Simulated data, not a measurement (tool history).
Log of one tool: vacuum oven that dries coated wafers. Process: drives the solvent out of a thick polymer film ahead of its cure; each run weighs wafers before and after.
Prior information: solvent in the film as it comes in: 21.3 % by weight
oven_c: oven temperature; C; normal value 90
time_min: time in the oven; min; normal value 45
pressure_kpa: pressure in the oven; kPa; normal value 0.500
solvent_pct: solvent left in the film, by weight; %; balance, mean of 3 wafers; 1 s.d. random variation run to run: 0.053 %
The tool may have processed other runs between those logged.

run     day  oven_c  time_min  pressure_kpa  solvent_pct
  1   0.000      90        45         0.500         2.10
  2   1.375      90        45         0.500         2.12
  3   3.971      90        45         1.271         2.79
  4   5.512      90        45         0.500         2.15
  5   7.750      90        45         0.500         2.10
  6  10.742      90        45         0.500         2.15
  7  13.708      90        45         0.500         2.18
  8  16.412      90        45         0.500         2.23
  9  19.333      90        45         0.500         2.10
     19.546  -- vacuum gauge cleaned of residue and calibrated
 10  21.188      90        45         1.814         3.59
 11  22.833      90        45         1.814         3.71
     24.575  -- vacuum gauge cleaned of residue and calibrated, once more
 12  25.238      90        45         1.814         2.92
 13  27.292      90        45         1.814         2.91
 14  29.050      90        45         1.814         2.96
 15  31.492      90        78         1.856         2.00
 16  32.854      95        32         0.807         2.52
 17  35.079      90        45         1.970         3.06
 18  37.104      90        45         1.970         3.14
 19  39.617      75        35         1.970         8.44

Run 20 has not been measured yet. What should we expect?
 20  41.542      75        35         1.970            ?

solvent_pct: 8.37 %
With no hidden state in the tool, this same run would have given solvent_pct 8.57 %.
